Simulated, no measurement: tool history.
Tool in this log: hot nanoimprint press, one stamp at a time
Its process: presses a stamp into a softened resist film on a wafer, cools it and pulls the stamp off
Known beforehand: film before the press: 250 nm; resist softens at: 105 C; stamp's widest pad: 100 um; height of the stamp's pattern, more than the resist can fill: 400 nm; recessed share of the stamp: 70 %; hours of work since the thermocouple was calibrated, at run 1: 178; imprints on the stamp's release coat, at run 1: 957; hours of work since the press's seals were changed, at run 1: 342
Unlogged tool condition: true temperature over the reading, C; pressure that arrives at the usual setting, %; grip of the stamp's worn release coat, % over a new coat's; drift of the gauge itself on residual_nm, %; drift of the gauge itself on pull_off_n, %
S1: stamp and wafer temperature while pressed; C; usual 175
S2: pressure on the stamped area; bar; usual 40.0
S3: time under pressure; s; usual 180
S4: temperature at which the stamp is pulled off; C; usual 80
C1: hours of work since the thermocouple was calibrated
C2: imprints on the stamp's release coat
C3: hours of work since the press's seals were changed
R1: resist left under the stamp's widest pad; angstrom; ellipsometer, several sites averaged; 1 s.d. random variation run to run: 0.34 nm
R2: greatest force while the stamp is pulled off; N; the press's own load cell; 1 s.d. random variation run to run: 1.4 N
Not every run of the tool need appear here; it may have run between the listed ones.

{"run": 1, "hour": 0.0, "S1": 175, "S2": 40.0, "S3": 180, "S4": 80, "C1": 178, "C2": 957, "C3": 342, "R1": 1226, "R2": 185}
{"run": 2, "hour": 14.3, "S1": 175, "S2": 40.0, "S3": 180, "S4": 80, "C1": 187, "C2": 991, "C3": 351, "R1": 1216, "R2": 185}
{"run": 3, "hour": 24.8, "S1": 175, "S2": 40.0, "S3": 239, "S4": 80, "C1": 193, "C2": 1015, "C3": 357, "R1": 1108, "R2": 186}
{"run": 4, "hour": 39.5, "S1": 175, "S2": 40.0, "S3": 239, "S4": 80, "C1": 202, "C2": 1050, "C3": 366, "R1": 1114, "R2": 187}
{"run": 5, "hour": 50.1, "S1": 175, "S2": 40.0, "S3": 239, "S4": 80, "C1": 208, "C2": 1075, "C3": 373, "R1": 1104, "R2": 187}
{"run": 6, "hour": 65.0, "S1": 175, "S2": 28.0, "S3": 180, "S4": 80, "C1": 218, "C2": 1111, "C3": 382, "R1": 1435, "R2": 188}
{"run": 7, "hour": 78.9, "S1": 175, "S2": 28.0, "S3": 180, "S4": 80, "C1": 226, "C2": 1144, "C3": 390, "R1": 1436, "R2": 190}
{"run": 8, "hour": 85.3, "S1": 175, "S2": 28.0, "S3": 180, "S4": 80, "C1": 230, "C2": 1159, "C3": 394, "R1": 1445, "R2": 189}
{"run": 9, "hour": 92.3, "S1": 169, "S2": 40.0, "S3": 180, "S4": 80, "C1": 234, "C2": 1175, "C3": 399, "R1": 1500, "R2": 187}
{"hour": 105.5, "done": "stamp cleaned and given a new release coat"}
{"run": 10, "hour": 110.2, "S1": 175, "S2": 40.0, "S3": 180, "S4": 80, "C1": 242, "C2": 11, "C3": 406, "R1": 1207, "R2": 157}
{"hour": 114.1, "done": "plate thermocouple calibrated"}
{"run": 11, "hour": 119.6, "S1": 175, "S2": 40.0, "S3": 180, "S4": 80, "C1": 3, "C2": 26, "C3": 410, "R1": 1183, "R2": 155}
{"run": 12, "hour": 129.6, "S1": 175, "S2": 40.0, "S3": 180, "S4": 80, "C1": 9, "C2": 50, "C3": 416, "R1": 1186, "R2": 156}
{"run": 13, "hour": 138.9, "S1": 175, "S2": 40.0, "S3": 180, "S4": 80, "C1": 15, "C2": 72, "C3": 422, "R1": 1189, "R2": 158}
{"run": 14, "hour": 147.0, "S1": 166, "S2": 32.3, "S3": 195, "S4": 80, "C1": 20, "C2": 91, "C3": 427, "R1": 1723, "R2": 155}
{"hour": 159.6, "done": "plate thermocouple calibrated, once more"}
{"run": 15, "hour": 163.1, "S1": 179, "S2": 39.1, "S3": 195, "S4": 80, "C1": 2, "C2": 122, "C3": 435, "R1": 1067, "R2": 161}
{"run": 16, "hour": 171.7, "S1": 175, "S2": 40.0, "S3": 180, "S4": 81, "C1": 7, "C2": 142, "C3": 440, "R1": 1237, "R2": 159}
{"run": 17, "hour": 183.1, "S1": 175, "S2": 40.0, "S3": 180, "S4": 81, "C1": 14, "C2": 170, "C3": 447, "R1": 1237, "R2": 161}
{"run": 18, "hour": 195.4, "S1": 178, "S2": 38.2, "S3": 180, "S4": 80, "C1": 22, "C2": 199, "C3": 454, "R1": 1142, "R2": 166}
{"run": 19, "hour": 209.6, "S1": 164, "S2": 28.6, "S3": 115, "S4": 71, "C1": 31, "C2": 232, "C3": 463, "R1": 2131, "R2": 209}
{"run": 20, "hour": 221.3, "S1": 175, "S2": 31.3, "S3": 266, "S4": 80, "C1": 38, "C2": 260, "C3": 470, "R1": 1225, "R2": 165}
{"run": 21, "hour": 232.8, "S1": 175, "S2": 25.8, "S3": 266, "S4": 88, "C1": 45, "C2": 287, "C3": 477, "R1": 1342, "R2": 132}
{"run": 22, "hour": 245.7, "S1": 175, "S2": 25.8, "S3": 266, "S4": 88, "C1": 53, "C2": 318, "C3": 485, "R1": 1352, "R2": 131}
{"run": 23, "hour": 252.5, "S1": 175, "S2": 53.9, "S3": 147, "S4": 72, "C1": 57, "C2": 334, "C3": 489, "R1": 1137, "R2": 204}
{"run": 24, "hour": 262.7, "S1": 168, "S2": 40.0, "S3": 180, "S4": 81, "C1": 63, "C2": 358, "C3": 496, "R1": 1573, "R2": 163}
{"run": 25, "hour": 271.3, "S1": 172, "S2": 40.0, "S3": 180, "S4": 85, "C1": 68, "C2": 379, "C3": 501, "R1": 1369, "R2": 144}

4 options for the next run, each taken on its own from the tool as it stands now. Forecast them:
{"run": "A", "hour": 285.3, "S1": 165, "S2": 61.7, "S3": 341, "S4": 80, "C1": 77, "C2": 412, "C3": 509, "R1": "?", "R2": "?"}
{"run": "B", "hour": 285.3, "S1": 183, "S2": 40.0, "S3": 242, "S4": 77, "C1": 77, "C2": 412, "C3": 509, "R1": "?", "R2": "?"}
{"run": "C", "hour": 285.3, "S1": 175, "S2": 29.7, "S3": 260, "S4": 80, "C1": 77, "C2": 412, "C3": 509, "R1": "?", "R2": "?"}
{"run": "D", "hour": 285.3, "S1": 177, "S2": 40.0, "S3": 350, "S4": 87, "C1": 77, "C2": 412, "C3": 509, "R1": "?", "R2": "?"}

run=A R1=1185 R2=170
run=B R1=833 R2=185
run=C R1=1265 R2=169
run=D R1=904 R2=136
Without the tool's hidden state the same runs would have given:
run=A R1=1201 R2=161
run=B R1=844 R2=175
run=C R1=1283 R2=160
run=D R1=916 R2=130

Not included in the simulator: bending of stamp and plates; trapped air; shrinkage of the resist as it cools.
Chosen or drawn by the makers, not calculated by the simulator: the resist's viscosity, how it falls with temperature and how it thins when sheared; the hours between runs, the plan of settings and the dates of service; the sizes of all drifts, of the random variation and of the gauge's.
